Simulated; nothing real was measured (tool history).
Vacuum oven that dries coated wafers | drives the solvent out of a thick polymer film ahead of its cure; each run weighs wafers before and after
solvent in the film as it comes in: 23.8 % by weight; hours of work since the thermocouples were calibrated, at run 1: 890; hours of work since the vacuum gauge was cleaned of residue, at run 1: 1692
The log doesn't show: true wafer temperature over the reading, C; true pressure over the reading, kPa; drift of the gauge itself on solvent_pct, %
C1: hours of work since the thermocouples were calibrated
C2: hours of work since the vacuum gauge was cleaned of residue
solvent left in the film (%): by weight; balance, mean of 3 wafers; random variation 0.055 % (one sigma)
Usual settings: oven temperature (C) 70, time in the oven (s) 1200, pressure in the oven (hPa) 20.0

{"run": 1, "day": 0.0, "oven temperature (C)": 70, "time in the oven (s)": 1200, "pressure in the oven (hPa)": 20.0, "C1": 890, "C2": 1692, "solvent left in the film (%)": 3.47}
{"run": 2, "day": 3.417, "oven temperature (C)": 70, "time in the oven (s)": 1200, "pressure in the oven (hPa)": 20.0, "C1": 951, "C2": 1753, "solvent left in the film (%)": 3.44}
{"run": 3, "day": 5.446, "oven temperature (C)": 70, "time in the oven (s)": 1200, "pressure in the oven (hPa)": 20.0, "C1": 987, "C2": 1789, "solvent left in the film (%)": 3.57}
{"run": 4, "day": 8.862, "oven temperature (C)": 70, "time in the oven (s)": 1200, "pressure in the oven (hPa)": 20.0, "C1": 1048, "C2": 1850, "solvent left in the film (%)": 3.58}
{"day": 10.012, "done": "vacuum gauge cleaned of residue and calibrated"}
{"run": 5, "day": 11.9, "oven temperature (C)": 70, "time in the oven (s)": 1200, "pressure in the oven (hPa)": 20.0, "C1": 1101, "C2": 34, "solvent left in the film (%)": 3.01}
{"run": 6, "day": 15.396, "oven temperature (C)": 70, "time in the oven (s)": 1200, "pressure in the oven (hPa)": 20.0, "C1": 1164, "C2": 96, "solvent left in the film (%)": 3.07}
{"run": 7, "day": 18.904, "oven temperature (C)": 58, "time in the oven (s)": 1200, "pressure in the oven (hPa)": 20.0, "C1": 1227, "C2": 159, "solvent left in the film (%)": 8.55}
{"run": 8, "day": 20.508, "oven temperature (C)": 70, "time in the oven (s)": 1200, "pressure in the oven (hPa)": 19.2, "C1": 1256, "C2": 188, "solvent left in the film (%)": 3.18}
{"day": 22.871, "done": "oven's thermocouples calibrated"}
{"run": 9, "day": 23.983, "oven temperature (C)": 70, "time in the oven (s)": 1200, "pressure in the oven (hPa)": 19.2, "C1": 20, "C2": 249, "solvent left in the film (%)": 3.86}
{"run": 10, "day": 26.217, "oven temperature (C)": 70, "time in the oven (s)": 1200, "pressure in the oven (hPa)": 19.2, "C1": 60, "C2": 289, "solvent left in the film (%)": 3.98}
{"run": 11, "day": 29.446, "oven temperature (C)": 70, "time in the oven (s)": 1200, "pressure in the oven (hPa)": 19.2, "C1": 118, "C2": 346, "solvent left in the film (%)": 4.01}
{"run": 12, "day": 32.662, "oven temperature (C)": 70, "time in the oven (s)": 1200, "pressure in the oven (hPa)": 19.2, "C1": 175, "C2": 404, "solvent left in the film (%)": 3.98}
{"run": 13, "day": 34.45, "oven temperature (C)": 70, "time in the oven (s)": 1200, "pressure in the oven (hPa)": 19.2, "C1": 207, "C2": 436, "solvent left in the film (%)": 4.29}
{"run": 14, "day": 37.904, "oven temperature (C)": 58, "time in the oven (s)": 1200, "pressure in the oven (hPa)": 20.0, "C1": 269, "C2": 498, "solvent left in the film (%)": 10.33}
{"run": 15, "day": 39.45, "oven temperature (C)": 58, "time in the oven (s)": 1200, "pressure in the oven (hPa)": 20.0, "C1": 297, "C2": 525, "solvent left in the film (%)": 10.05}
{"day": 41.096, "done": "oven's thermocouples calibrated, once more"}
{"run": 16, "day": 42.275, "oven temperature (C)": 58, "time in the oven (s)": 1200, "pressure in the oven (hPa)": 20.0, "C1": 21, "C2": 574, "solvent left in the film (%)": 6.92}
{"run": 17, "day": 45.442, "oven temperature (C)": 58, "time in the oven (s)": 1200, "pressure in the oven (hPa)": 20.0, "C1": 78, "C2": 631, "solvent left in the film (%)": 6.8}
{"run": 18, "day": 47.425, "oven temperature (C)": 58, "time in the oven (s)": 1200, "pressure in the oven (hPa)": 20.0, "C1": 113, "C2": 667, "solvent left in the film (%)": 6.89}
{"run": 19, "day": 48.996, "oven temperature (C)": 58, "time in the oven (s)": 1200, "pressure in the oven (hPa)": 20.0, "C1": 141, "C2": 695, "solvent left in the film (%)": 7.01}
{"run": 20, "day": 52.25, "oven temperature (C)": 58, "time in the oven (s)": 1200, "pressure in the oven (hPa)": 20.0, "C1": 200, "C2": 753, "solvent left in the film (%)": 7.05}
{"run": 21, "day": 54.917, "oven temperature (C)": 58, "time in the oven (s)": 1200, "pressure in the oven (hPa)": 20.0, "C1": 247, "C2": 801, "solvent left in the film (%)": 7.27}
{"run": 22, "day": 57.762, "oven temperature (C)": 58, "time in the oven (s)": 1200, "pressure in the oven (hPa)": 20.0, "C1": 298, "C2": 852, "solvent left in the film (%)": 7.33}
{"run": 23, "day": 60.017, "oven temperature (C)": 58, "time in the oven (s)": 1200, "pressure in the oven (hPa)": 20.0, "C1": 339, "C2": 892, "solvent left in the film (%)": 7.12}
{"run": 24, "day": 62.412, "oven temperature (C)": 57, "time in the oven (s)": 1200, "pressure in the oven (hPa)": 26.4, "C1": 382, "C2": 935, "solvent left in the film (%)": 8.43}
{"run": 25, "day": 65.854, "oven temperature (C)": 63, "time in the oven (s)": 1500, "pressure in the oven (hPa)": 13.5, "C1": 443, "C2": 997, "solvent left in the film (%)": 3.54}
{"run": 26, "day": 67.817, "oven temperature (C)": 65, "time in the oven (s)": 960, "pressure in the oven (hPa)": 20.0, "C1": 478, "C2": 1032, "solvent left in the film (%)": 5.51}
{"run": 27, "day": 69.65, "oven temperature (C)": 70, "time in the oven (s)": 840, "pressure in the oven (hPa)": 21.3, "C1": 511, "C2": 1065, "solvent left in the film (%)": 4.33}
{"run": 28, "day": 71.238, "oven temperature (C)": 70, "time in the oven (s)": 840, "pressure in the oven (hPa)": 21.3, "C1": 540, "C2": 1093, "solvent left in the film (%)": 4.15}
{"run": 29, "day": 74.296, "oven temperature (C)": 66, "time in the oven (s)": 1020, "pressure in the oven (hPa)": 20.0, "C1": 594, "C2": 1148, "solvent left in the film (%)": 4.83}
{"run": 30, "day": 77.654, "oven temperature (C)": 66, "time in the oven (s)": 1020, "pressure in the oven (hPa)": 20.0, "C1": 654, "C2": 1208, "solvent left in the film (%)": 4.82}
{"run": 31, "day": 80.046, "oven temperature (C)": 66, "time in the oven (s)": 720, "pressure in the oven (hPa)": 35.9, "C1": 697, "C2": 1251, "solvent left in the film (%)": 7.96}
{"run": 32, "day": 82.925, "oven temperature (C)": 66, "time in the oven (s)": 720, "pressure in the oven (hPa)": 35.9, "C1": 749, "C2": 1302, "solvent left in the film (%)": 7.82}
{"run": 33, "day": 84.679, "oven temperature (C)": 58, "time in the oven (s)": 1200, "pressure in the oven (hPa)": 20.0, "C1": 780, "C2": 1334, "solvent left in the film (%)": 7.99}
{"run": 34, "day": 87.554, "oven temperature (C)": 58, "time in the oven (s)": 1200, "pressure in the oven (hPa)": 20.0, "C1": 832, "C2": 1385, "solvent left in the film (%)": 8.08}
{"run": 35, "day": 90.704, "oven temperature (C)": 58, "time in the oven (s)": 1200, "pressure in the oven (hPa)": 20.0, "C1": 888, "C2": 1441, "solvent left in the film (%)": 8.02}
{"run": 36, "day": 93.454, "oven temperature (C)": 56, "time in the oven (s)": 1200, "pressure in the oven (hPa)": 20.0, "C1": 937, "C2": 1491, "solvent left in the film (%)": 9.11}
{"run": 37, "day": 96.925, "oven temperature (C)": 56, "time in the oven (s)": 1200, "pressure in the oven (hPa)": 20.0, "C1": 999, "C2": 1553, "solvent left in the film (%)": 9.24}
{"run": 38, "day": 99.158, "oven temperature (C)": 70, "time in the oven (s)": 720, "pressure in the oven (hPa)": 54.5, "C1": 1039, "C2": 1593, "solvent left in the film (%)": 7.44}
{"run": 39, "day": 102.35, "oven temperature (C)": 82, "time in the oven (s)": 2100, "pressure in the oven (hPa)": 11.4, "C1": 1097, "C2": 1650, "solvent left in the film (%)": 0.73}

Forecast run 40:
{"run": 40, "day": 105.133, "oven temperature (C)": 70, "time in the oven (s)": 1200, "pressure in the oven (hPa)": 22.7, "C1": 1146, "C2": 1700, "solvent left in the film (%)": "?"}

solvent left in the film (%): 3.49
Without the tool's hidden state the same run would have given solvent left in the film (%) 2.39.
